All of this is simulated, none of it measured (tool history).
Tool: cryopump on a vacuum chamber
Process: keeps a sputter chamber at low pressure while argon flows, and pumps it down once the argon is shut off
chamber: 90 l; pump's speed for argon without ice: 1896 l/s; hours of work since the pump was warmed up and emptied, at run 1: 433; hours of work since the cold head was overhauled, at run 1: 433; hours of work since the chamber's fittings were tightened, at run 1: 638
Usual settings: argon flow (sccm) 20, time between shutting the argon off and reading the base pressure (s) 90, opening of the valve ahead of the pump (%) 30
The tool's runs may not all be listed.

run    hour  argon flow (sccm)  time between shutting the argon off and reading the base pressure (s)  opening of the valve ahead of the pump (%)  hours of work since the pump was warmed up and emptied  hours of work since the cold head was overhauled  hours of work since the chamber's fittings were tightened  pressure while argon flows (Pa)  pressure after the wait (uPa)
  1     0.0                 20                                                                     90                                          30                                                     433                                               433                                                        638                           0.0670                           1.75
  2    32.7                 15                                                                     90                                          30                                                     448                                               448                                                        653                           0.0498                           1.81
  3    62.4                 15                                                                     90                                          30                                                     461                                               461                                                        666                           0.0510                           1.90
  4   113.1                 15                                                                     90                                          30                                                     483                                               483                                                        688                           0.0503                           1.92
      156.9  -- pump warmed up, emptied and cooled again
  5   175.9                 15                                                                     90                                          30                                                       8                                               509                                                        714                           0.0445                           1.54
  6   206.0                 15                                                                     90                                          30                                                      22                                               523                                                        728                           0.0447                           1.58
  7   260.3                 20                                                                     90                                          56                                                      46                                               547                                                        752                           0.0322                           1.61
  8   304.6                 20                                                                     90                                          30                                                      66                                               567                                                        772                           0.0598                           1.68
  9   336.5                 20                                                                     90                                          30                                                      80                                               581                                                        786                           0.0603                           1.66
 10   391.7                 20                                                                     90                                          30                                                     105                                               606                                                        811                           0.0613                           1.72
 11   440.2                 20                                                                     90                                          30                                                     126                                               627                                                        832                           0.0608                           1.81
 12   499.7                 20                                                                     90                                          54                                                     153                                               654                                                        859                           0.0363                           1.71
 13   540.3                 20                                                                     90                                          54                                                     171                                               672                                                        877                           0.0355                           1.86
 14   574.5                 20                                                                     27                                          49                                                     186                                               687                                                        892                           0.0387                           3.56
 15   623.9                 20                                                                     26                                          49                                                     208                                               709                                                        914                           0.0402                           3.77
 16   666.9                 20                                                                     26                                          49                                                     228                                               728                                                        933                           0.0401                           3.80
 17   703.8                 20                                                                     98                                          24                                                     244                                               745                                                        950                           0.0775                           1.92
 18   752.7                 20                                                                    110                                          30                                                     266                                               767                                                        972                           0.0631                           1.86
 19   812.2                 37                                                                    151                                          33                                                     292                                               793                                                        998                           0.1087                           1.75
 20   853.2                 20                                                                     90                                          22                                                     311                                               812                                                       1017                           0.0850                           2.17
 21   913.5                 20                                                                    178                                          54                                                     338                                               838                                                       1043                           0.0384                           1.82
 22   970.8                 15                                                                     33                                          33                                                     363                                               864                                                       1069                           0.0442                           3.43
 23  1001.1                 15                                                                     33                                          33                                                     377                                               878                                                       1083                           0.0459                           3.52
 24  1053.6                 16                                                                     68                                          33                                                     400                                               901                                                       1106                           0.0485                           2.59
 25  1109.0                 19                                                                    170                                          33                                                     425                                               926                                                       1131                           0.0581                           2.00

Hidden state at the last listed run before each entry between runs and at the first one after, where it differs:
Between runs 4 and 5: pump warmed up, emptied and cooled again (hour 156.9)
  pump's speed, % of a pump's without ice: 68.9 -> 98.7; cold plate's temperature, K: 12.38 -> 12.4; leak into the chamber, uPa l/s: 1498 -> 1543
  measured less the result without the state, pressure while argon flows (Pa): +0.0062 -> +0.0003; pressure after the wait (uPa): +1.01 -> +0.66
